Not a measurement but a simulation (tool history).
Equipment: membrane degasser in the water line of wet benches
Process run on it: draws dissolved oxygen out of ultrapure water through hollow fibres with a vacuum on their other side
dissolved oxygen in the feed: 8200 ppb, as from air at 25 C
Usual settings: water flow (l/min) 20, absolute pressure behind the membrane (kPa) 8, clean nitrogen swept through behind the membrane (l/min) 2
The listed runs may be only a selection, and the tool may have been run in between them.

run	day	water flow (l/min)	absolute pressure behind the membrane (kPa)	clean nitrogen swept through behind the membrane (l/min)	dissolved oxygen in the water behind the degasser (ppb)	pressure that the water loses in the fibres (kPa)
1	0	20	8	2	236	57.41
2	4.125	20	8	2	235.5	57.08
3	7.188	20	8	2	237	56.99
4	13.079	20	8	2	233.6	57.45
5	17.579	20	8	2	237.4	57.02
6	22.158	20	8	2	236.5	57.48
7	28.029	27	8	2	385.7	77.46
8	32.071	16	11.46	5.48	127.2	45.89
9	36.975	31	11.46	1.65	644.4	88.58
# day 38.942: seals of the vacuum lines changed
10	39.567	13	8	2	108.6	36.82
11	42.075	13	8	2	109.3	37.02
12	47.196	20	17.5	2	447.7	57.27
13	53.229	31	11.37	0.92	818.7	88.95

Each row is a separate what-if for the run after 13, all from the same tool condition, not one after another. Results?
A	56.096	31	6.96	5.88	?	?
B	56.096	13	8	2	?	?
C	56.096	19	7.4	2.78	?	?
D	56.096	26	7.55	2	?	?

run	dissolved oxygen in the water behind the degasser (ppb)	pressure that the water loses in the fibres (kPa)
A	367.6	88.6
B	111.6	37.58
C	175.6	54.56
D	357.4	74.13
Without the tool's hidden state the same runs would have given:
run	dissolved oxygen in the water behind the degasser (ppb)	pressure that the water loses in the fibres (kPa)
A	366.7	88.53
B	111.4	37.55
C	175.2	54.52
D	356.6	74.06
